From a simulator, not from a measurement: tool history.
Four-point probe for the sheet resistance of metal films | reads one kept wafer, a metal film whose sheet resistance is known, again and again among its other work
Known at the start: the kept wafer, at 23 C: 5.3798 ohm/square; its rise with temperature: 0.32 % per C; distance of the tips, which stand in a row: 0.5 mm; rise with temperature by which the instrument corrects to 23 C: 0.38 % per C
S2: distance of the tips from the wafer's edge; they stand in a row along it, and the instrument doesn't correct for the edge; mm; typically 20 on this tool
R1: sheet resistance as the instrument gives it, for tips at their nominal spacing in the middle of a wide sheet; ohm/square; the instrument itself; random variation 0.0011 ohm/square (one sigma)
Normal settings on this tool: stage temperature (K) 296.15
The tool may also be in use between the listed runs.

run 1 hour=0.0 | stage_temperature_(K)=296.15 S2=20 | R1=5.367686
run 2 hour=80.8 | stage_temperature_(K)=296.15 S2=20 | R1=5.369409
run 3 hour=140.5 | stage_temperature_(K)=296.15 S2=29 | R1=5.365490
run 4 hour=224.6 | stage_temperature_(K)=296.15 S2=29 | R1=5.367174
-- hour=230.9 stage's thermometer calibrated
run 5 hour=275.0 | stage_temperature_(K)=296.15 S2=29 | R1=5.366830
run 6 hour=349.7 | stage_temperature_(K)=296.15 S2=10 | R1=5.372251
run 7 hour=433.3 | stage_temperature_(K)=296.15 S2=10 | R1=5.373802
run 8 hour=472.4 | stage_temperature_(K)=292.15 S2=56 | R1=5.376164
run 9 hour=547.9 | stage_temperature_(K)=295.15 S2=6 | R1=5.387394
-- hour=593.3 stage's thermometer calibrated, once more
run 10 hour=622.3 | stage_temperature_(K)=298.15 S2=4 | R1=5.395728
run 11 hour=699.8 | stage_temperature_(K)=296.15 S2=11 | R1=5.362562

What would each run have given without the hidden state, its run-to-run variation left as it was?
What the log doesn't record here: inner tips' distance over the nominal, %; tips' flats over new ones', %; wafer's true temperature over the reading, C; drift of the gauge itself on sheet_ohm, %.
run=1 R1=5.381040
run=2 R1=5.383274
run=3 R1=5.379746
run=4 R1=5.382023
run=5 R1=5.380513
run=6 R1=5.386438
run=7 R1=5.388529
run=8 R1=5.391071
run=9 R1=5.402840
run=10 R1=5.419064
run=11 R1=5.386268
